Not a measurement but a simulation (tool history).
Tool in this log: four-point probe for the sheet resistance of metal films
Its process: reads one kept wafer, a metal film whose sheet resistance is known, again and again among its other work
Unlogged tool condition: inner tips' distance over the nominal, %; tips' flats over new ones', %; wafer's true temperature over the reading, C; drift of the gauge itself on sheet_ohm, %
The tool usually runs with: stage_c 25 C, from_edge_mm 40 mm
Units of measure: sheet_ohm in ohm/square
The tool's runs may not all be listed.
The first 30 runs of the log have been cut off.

run,hour,stage_c,from_edge_mm,touches since the probe head was changed,hours of work since the stage's thermometer was calibrated,sheet_ohm
31,2852,32,40,39720,1156,0.056465
32,2920.2,25,12,42956,1201,0.056455
33,3018.3,20,40,47609,1266,0.056275
34,3109.3,26,6,51925,1327,0.056634
35,3229.9,25,8,57643,1406,0.056455
36,3299.8,31,3,60961,1453,0.057608
37,3383.7,19,30,64937,1508,0.056148
# hour 3394.4: new probe head fitted
38,3448.6,19,28,2569,1551,0.056749
39,3560.4,29,21,7874,1625,0.056821
40,3669.5,21,33,13048,1697,0.056671
41,3739.6,31,9,16373,1744,0.056914
42,3862.4,28,42,22195,1825,0.056688
43,3942.7,28,42,26005,1878,0.056657

3 options for the next run, each taken on its own from the tool as it stands now. Forecast them:
A,4058.3,23,4,31488,1955,?
B,4058.3,28,7,31488,1955,?
C,4058.3,25,65,31488,1955,?

run,sheet_ohm
A,0.057317
B,0.056881
C,0.056596
Without the tool's unlogged condition, the same runs would have read:
run,sheet_ohm
A,0.057455
B,0.057015
C,0.056731

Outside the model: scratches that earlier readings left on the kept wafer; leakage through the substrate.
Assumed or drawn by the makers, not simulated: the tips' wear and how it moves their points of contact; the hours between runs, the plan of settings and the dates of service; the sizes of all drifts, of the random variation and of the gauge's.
